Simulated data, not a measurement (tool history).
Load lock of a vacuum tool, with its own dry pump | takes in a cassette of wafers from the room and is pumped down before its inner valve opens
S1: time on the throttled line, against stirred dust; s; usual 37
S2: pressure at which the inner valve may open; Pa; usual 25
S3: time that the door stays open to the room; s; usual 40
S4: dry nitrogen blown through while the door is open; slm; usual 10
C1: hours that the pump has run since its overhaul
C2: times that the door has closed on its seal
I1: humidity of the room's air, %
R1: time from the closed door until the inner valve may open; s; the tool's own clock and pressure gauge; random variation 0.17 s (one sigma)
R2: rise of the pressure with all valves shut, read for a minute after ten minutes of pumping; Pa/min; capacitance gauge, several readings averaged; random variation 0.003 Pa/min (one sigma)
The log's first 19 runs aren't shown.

run    hour  S1  S2   S3  S4    C1     C2    I1    R1     R2
 20  2663.9  70  29   44  10  3956  10605  46.1  77.5  0.128
 21  2746.8  70  29   31  10  4039  10731  45.3  77.2  0.120
 22  2940.7  23  34   82   7  4233  11026  42.3  34.3  0.141
 23  3127.5  37  25   98  10  4420  11311  45.2  47.6  0.146
 24  3286.7  26  20   40  10  4579  11553  48.7  38.3  0.140
 25  3484.6  37  43   40  31  4777  11855  41.6  46.6  0.135
 26  3665.0  37  43   40  31  4957  12129  44.8  46.8  0.136
 27  3751.4  53  25   27  39  5044  12261  45.4  62.3  0.135
 28  3942.5  37  27   87  10  5235  12552  43.8  47.7  0.163
 29  4141.9  37  20  117  10  5434  12856  45.4  48.0  0.169
 30  4316.5  37  20  117  10  5609  13121  43.2  48.4  0.177
 31  4503.1  33  35   40  36  5796  13406  49.5  43.6  0.159
 32  4705.5  33  35   40  36  5998  13714  42.1  43.4  0.159
 33  4813.9  63  25   34  10  6106  13879  45.4  71.5  0.173
 34  4924.6  37  25  132  10  6217  14047  46.3  47.9  0.195

Run 35 comes next. What will it give?
 35  5038.7  21  25  137  10  6331  14221  43.0   ?   ?

R1: 33.1 s
R2: 0.194 Pa/min
Without the tool's hidden state the same run would have given R1 32.3 s, R2 0.052 Pa/min.
